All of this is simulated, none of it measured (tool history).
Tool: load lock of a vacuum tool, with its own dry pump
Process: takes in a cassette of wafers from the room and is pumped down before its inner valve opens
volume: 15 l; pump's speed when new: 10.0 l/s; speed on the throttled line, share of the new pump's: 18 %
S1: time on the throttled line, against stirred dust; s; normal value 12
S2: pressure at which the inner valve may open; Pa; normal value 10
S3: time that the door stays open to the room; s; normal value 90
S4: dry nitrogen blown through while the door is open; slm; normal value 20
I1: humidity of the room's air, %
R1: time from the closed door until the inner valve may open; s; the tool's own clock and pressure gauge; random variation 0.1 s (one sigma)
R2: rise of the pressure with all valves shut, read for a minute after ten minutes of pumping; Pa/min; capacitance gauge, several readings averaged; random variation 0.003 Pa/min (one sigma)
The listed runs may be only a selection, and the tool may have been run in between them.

| run | hour | S1 | S2 | S3 | S4 | I1 | R1 | R2 |
|---|---|---|---|---|---|---|---|---|
| 1 | 0.0 | 12 | 10 | 90 | 20 | 45.8 | 24.9 | 0.249 |
| 2 | 159.4 | 12 | 10 | 90 | 20 | 41.0 | 25.0 | 0.251 |
| 3 | 281.8 | 12 | 10 | 90 | 20 | 44.7 | 24.9 | 0.256 |
| 4 | 501.6 | 8 | 10 | 90 | 20 | 46.8 | 21.8 | 0.267 |
| 5 | 688.5 | 12 | 11 | 90 | 20 | 43.4 | 25.0 | 0.278 |
| 6 | 823.5 | 12 | 11 | 90 | 20 | 47.2 | 24.7 | 0.286 |
| 7 | 1004.1 | 12 | 10 | 90 | 20 | 47.9 | 24.9 | 0.302 |
| 8 | 1169.2 | 12 | 10 | 90 | 20 | 41.6 | 25.0 | 0.308 |
| 9 | 1291.6 | 12 | 10 | 90 | 20 | 45.0 | 25.0 | 0.316 |
| 10 | 1470.6 | 12 | 10 | 90 | 18 | 43.2 | 25.2 | 0.325 |
| 11 | 1608.4 | 12 | 10 | 90 | 18 | 43.5 | 24.9 | 0.333 |
| 12 | 1739.9 | 12 | 10 | 90 | 18 | 43.9 | 25.2 | 0.337 |
| 13 | 1934.4 | 12 | 10 | 90 | 18 | 40.3 | 25.0 | 0.359 |
| 14 | 2155.7 | 13 | 10 | 90 | 20 | 46.3 | 26.1 | 0.371 |
| 15 | 2261.1 | 13 | 19 | 90 | 20 | 41.5 | 24.7 | 0.369 |
| 16 | 2372.6 | 16 | 10 | 90 | 20 | 47.4 | 28.3 | 0.385 |
| 17 | 2587.8 | 15 | 10 | 90 | 20 | 40.4 | 27.4 | 0.392 |
| 18 | 2760.9 | 15 | 10 | 90 | 20 | 45.0 | 27.9 | 0.410 |
| 19 | 2909.8 | 15 | 10 | 90 | 20 | 48.1 | 27.6 | 0.422 |
| 20 | 3092.3 | 15 | 11 | 90 | 30 | 47.6 | 27.6 | 0.430 |
| 21 | 3306.0 | 15 | 11 | 90 | 30 | 45.9 | 27.6 | 0.442 |

Forecast run 22:
| 22 | 3471.3 | 12 | 10 | 73 | 31 | 44.8 | ? | ? |

R1: 25.5 s
R2: 0.462 Pa/min
If the tool had no hidden condition, the same run with the same run-to-run variation would have returned R1 24.0 s, R2 0.032 Pa/min.
